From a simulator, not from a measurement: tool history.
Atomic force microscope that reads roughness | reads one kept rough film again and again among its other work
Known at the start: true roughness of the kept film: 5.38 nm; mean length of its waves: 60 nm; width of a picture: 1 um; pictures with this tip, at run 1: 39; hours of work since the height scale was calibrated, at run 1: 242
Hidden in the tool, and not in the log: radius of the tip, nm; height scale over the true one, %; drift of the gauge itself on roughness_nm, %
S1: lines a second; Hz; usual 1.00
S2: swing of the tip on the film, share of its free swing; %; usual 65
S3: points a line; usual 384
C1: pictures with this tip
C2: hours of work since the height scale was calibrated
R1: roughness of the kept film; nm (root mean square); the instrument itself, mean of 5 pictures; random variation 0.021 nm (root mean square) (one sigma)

run   hour    S1  S2   S3  C1   C2     R1
  1    0.0  1.00  65  384  39  242  4.892
  2   14.9  1.00  65  384  58  253  4.753
  3   22.8  1.00  65  384  68  259  4.722
      24.7  -- new tip fitted
  4   32.9  1.00  65  384  11  266  5.025
  5   42.5  2.30  65  384  23  272  4.822
  6   54.1  2.30  65  384  38  281  4.745
  7   61.1  3.43  65  384  47  286  4.571
  8   67.8  3.43  65  384  56  290  4.497
      79.1  -- new tip fitted
  9   81.9  3.43  65  384   3  300  4.742
 10   92.3  1.00  65  384  17  308  4.991
 11  101.1  1.00  65  384  28  314  4.926
 12  109.7  1.00  65  384  39  320  4.878
 13  117.4  1.00  65  384  49  325  4.816
 14  127.2  1.00  62  384  62  332  4.773
     133.7  -- new tip fitted
 15  138.1  1.00  62  384   5  340  5.061
 16  148.9  1.00  62  384  19  348  5.020
 17  164.5  2.25  62  384  39  359  4.748
 18  179.4  1.00  65  384  58  369  4.816
     189.6  -- new tip fitted
 19  195.2  1.00  89  384   7  380  4.766
 20  207.0  1.00  65  384  23  389  4.918
 21  218.2  1.00  65  384  37  397  4.909
 22  233.5  0.96  65  384  57  408  4.834
     235.9  -- height scale calibrated on a step standard
     245.2  -- new tip fitted
 23  249.1  3.98  65  384   5    9  4.716
 24  257.7  1.00  65  875  16   15  5.047
 25  266.2  1.00  65  277  27   21  4.953
 26  275.3  3.53  65  384  39   28  4.626
     279.4  -- height scale calibrated on a step standard, once more
 27  288.8  3.53  65  600  55    7  4.514
 28  296.2  3.53  65  600  64   12  4.487
     301.2  -- new tip fitted
 29  307.3  1.75  79  451   8   20  4.685
 30  321.5  1.38  65  384  26   30  4.890
 31  328.9  1.38  65  384  36   35  4.846
 32  336.4  2.49  77  262  46   40  4.362
 33  352.3  0.70  65  384  66   52  4.784
     355.4  -- new tip fitted
 34  364.9  0.86  68  321  12   60  5.023
 35  372.3  0.91  58  706  21   66  5.069
 36  387.8  0.53  82  358  41   77  4.771
 37  399.9  0.53  82  271  57   85  4.717
     411.3  -- new tip fitted
 38  412.7  0.56  78  384   2   94  5.086
 39  426.0  3.04  59  595  19  103  4.826
 40  441.2  1.00  61  345  39  114  4.910
 41  449.9  1.37  65  364  50  120  4.774
 42  461.8  0.60  65  353  65  129  4.807
     465.7  -- new tip fitted
 43  469.3  0.63  84  868   4  134  4.963
 44  480.9  1.00  65  304  19  142  4.984
 45  496.5  2.77  65  499  40  153  4.652
 46  511.8  0.57  59  499  59  164  4.859
     520.8  -- new tip fitted
 47  520.9  0.57  81  499   0  170  5.062
 48  536.8  0.57  81  499  21  182  4.923
 49  550.5  0.57  81  479  39  191  4.818
 50  565.6  0.57  81  928  58  202  4.800
     575.6  -- new tip fitted
 51  579.7  0.57  81  928   6  212  4.999
 52  588.4  1.00  56  557  17  218  5.035

4 ways to go on from here, each from the tool as it stands after run 52. What would each give?
  A  596.6  2.89  65  662  27  224   ?
  B  596.6  2.54  74  759  27  224   ?
  C  596.6  3.47  75  893  27  224   ?
  D  596.6  2.56  85  716  27  224   ?

run     R1
  A  4.752
  B  4.552
  C  4.349
  D  4.251
Without the tool's hidden state the same runs would have given:
run     R1
  A  4.879
  B  4.674
  C  4.466
  D  4.365

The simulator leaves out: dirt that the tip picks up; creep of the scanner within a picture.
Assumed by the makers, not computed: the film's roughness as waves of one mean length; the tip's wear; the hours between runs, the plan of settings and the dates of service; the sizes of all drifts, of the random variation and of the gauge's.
